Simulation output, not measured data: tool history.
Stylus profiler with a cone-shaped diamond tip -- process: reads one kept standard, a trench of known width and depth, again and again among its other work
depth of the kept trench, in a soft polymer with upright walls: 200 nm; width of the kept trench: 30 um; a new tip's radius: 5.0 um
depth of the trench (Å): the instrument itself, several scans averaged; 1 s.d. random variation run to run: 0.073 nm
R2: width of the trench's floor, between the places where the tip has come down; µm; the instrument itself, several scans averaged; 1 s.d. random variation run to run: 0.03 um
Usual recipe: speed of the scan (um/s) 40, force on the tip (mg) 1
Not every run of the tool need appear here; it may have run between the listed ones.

Run 1, hour 0: usual settings. Result: depth of the trench (Å) 2008.7, R2 27 µm.
Run 2, hour 9.5: usual settings. Result: depth of the trench (Å) 2008.4, R2 26.93 µm.
Run 3, hour 21.1: usual settings but speed of the scan (um/s) 55. Result: depth of the trench (Å) 2007, R2 26.89 µm.
Run 4, hour 33.4: usual settings but speed of the scan (um/s) 55. Result: depth of the trench (Å) 2006.8, R2 26.93 µm.
Run 5, hour 51: usual settings but speed of the scan (um/s) 55. Result: depth of the trench (Å) 2007.2, R2 26.92 µm.
Run 6, hour 62.7: usual settings but speed of the scan (um/s) 20. Result: depth of the trench (Å) 2008.3, R2 27.09 µm.
Run 7, hour 85.2: usual settings but speed of the scan (um/s) 20. Result: depth of the trench (Å) 2008.2, R2 27.1 µm.
Run 8, hour 107.8: usual settings but speed of the scan (um/s) 90, force on the tip (mg) 1.87. Result: depth of the trench (Å) 2011.4, R2 26.79 µm.
Run 9, hour 118.5: usual settings but speed of the scan (um/s) 90, force on the tip (mg) 1.87. Result: depth of the trench (Å) 2011.4, R2 26.81 µm.
Run 10, hour 136.4: usual settings but speed of the scan (um/s) 11, force on the tip (mg) 1.97. Result: depth of the trench (Å) 2013.1, R2 27.13 µm.
Run 11, hour 145.5: usual settings but speed of the scan (um/s) 11, force on the tip (mg) 1.97. Result: depth of the trench (Å) 2010.6, R2 27.18 µm.
Run 12, hour 157.4: usual settings but speed of the scan (um/s) 131, force on the tip (mg) 1.13. Result: depth of the trench (Å) 2007.6, R2 26.47 µm.
Run 13, hour 167: usual settings but speed of the scan (um/s) 96, force on the tip (mg) 1.41. Result: depth of the trench (Å) 2009.9, R2 26.73 µm.

Forecast each of these 3 alternatives for the next run:
Run A, hour 176.5: usual settings but force on the tip (mg) 0.42. Result: depth of the trench (Å) ?, R2 ?.
Run B, hour 176.5: usual settings but speed of the scan (um/s) 15, force on the tip (mg) 1.07. Result: depth of the trench (Å) ?, R2 ?.
Run C, hour 176.5: usual settings but speed of the scan (um/s) 19, force on the tip (mg) 0.53. Result: depth of the trench (Å) ?, R2 ?.

run  depth of the trench (Å)     R2
  A                   2004.9  26.86
  B                   2008.7  27.13
  C                   2003.5  27.04
What these runs would have given with no unlogged condition in the tool:
run  depth of the trench (Å)     R2
  A                   2004.9  26.86
  B                   2008.7  27.14
  C                   2003.5  27.04
